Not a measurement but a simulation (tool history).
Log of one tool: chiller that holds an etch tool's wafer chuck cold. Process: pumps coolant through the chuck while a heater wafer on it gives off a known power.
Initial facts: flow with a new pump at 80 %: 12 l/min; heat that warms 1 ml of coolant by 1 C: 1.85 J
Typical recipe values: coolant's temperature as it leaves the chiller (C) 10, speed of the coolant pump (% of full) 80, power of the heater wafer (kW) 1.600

run	hour	coolant's temperature as it leaves the chiller (C)	speed of the coolant pump (% of full)	power of the heater wafer (kW)	chuck's temperature once it has settled (C)	how much warmer the coolant comes back (C)
1	0.0	10	80	1.600	22.8	4.32
2	40.4	3	80	1.600	15.5	4.33
3	76.2	18	80	1.600	30.7	4.34
4	110.6	18	80	1.600	30.5	4.35
5	182.6	10	80	1.600	22.6	4.32
6	240.2	11	80	1.600	23.5	4.26
7	298.4	11	80	1.600	23.8	4.31
8	346.2	11	80	1.600	23.4	4.37
9	419.0	11	63	1.600	26.7	5.65
10	498.4	10	80	1.635	23.0	4.38
11	537.2	10	80	1.635	22.9	4.42
12	574.6	10	80	1.600	22.5	4.34
13	622.0	12	80	1.600	24.7	4.39
14	673.9	12	80	1.600	24.8	4.35
15	747.6	12	80	1.600	24.6	4.33
16	805.2	12	80	1.600	24.5	4.31
17	838.3	12	80	2.073	28.3	5.56
18	888.5	1	87	2.310	18.0	5.67
19	926.0	14	87	0.810	19.9	1.95
20	977.3	18	67	1.036	27.8	3.45
21	1035.9	18	71	1.038	27.0	3.23
22	1099.4	10	86	1.600	21.6	3.95
23	1169.3	10	96	1.873	22.3	4.09
24	1206.0	10	96	1.873	22.5	4.11
25	1243.3	10	96	1.873	22.6	4.19
26	1293.6	19	77	1.600	32.1	4.49
27	1328.1	7	66	1.395	20.1	4.70
28	1391.5	7	66	1.395	20.3	4.67
29	1466.0	7	66	1.395	20.2	4.68
30	1520.7	7	66	1.395	20.0	4.70
31	1575.4	14	77	1.811	28.8	5.10

Forecast each of these 4 alternatives for the next run:
A	1609.8	8	77	1.811	?	?
B	1609.8	2	98	2.147	?	?
C	1609.8	5	62	1.600	?	?
D	1609.8	16	80	1.600	?	?

run	chuck's temperature once it has settled (C)	how much warmer the coolant comes back (C)
A	22.9	5.17
B	16.0	4.66
C	20.9	5.74
D	28.8	4.36
Had the tool no hidden state, the same runs would have come out as:
run	chuck's temperature once it has settled (C)	how much warmer the coolant comes back (C)
A	22.8	5.16
B	16.0	4.65
C	20.9	5.73
D	28.7	4.35

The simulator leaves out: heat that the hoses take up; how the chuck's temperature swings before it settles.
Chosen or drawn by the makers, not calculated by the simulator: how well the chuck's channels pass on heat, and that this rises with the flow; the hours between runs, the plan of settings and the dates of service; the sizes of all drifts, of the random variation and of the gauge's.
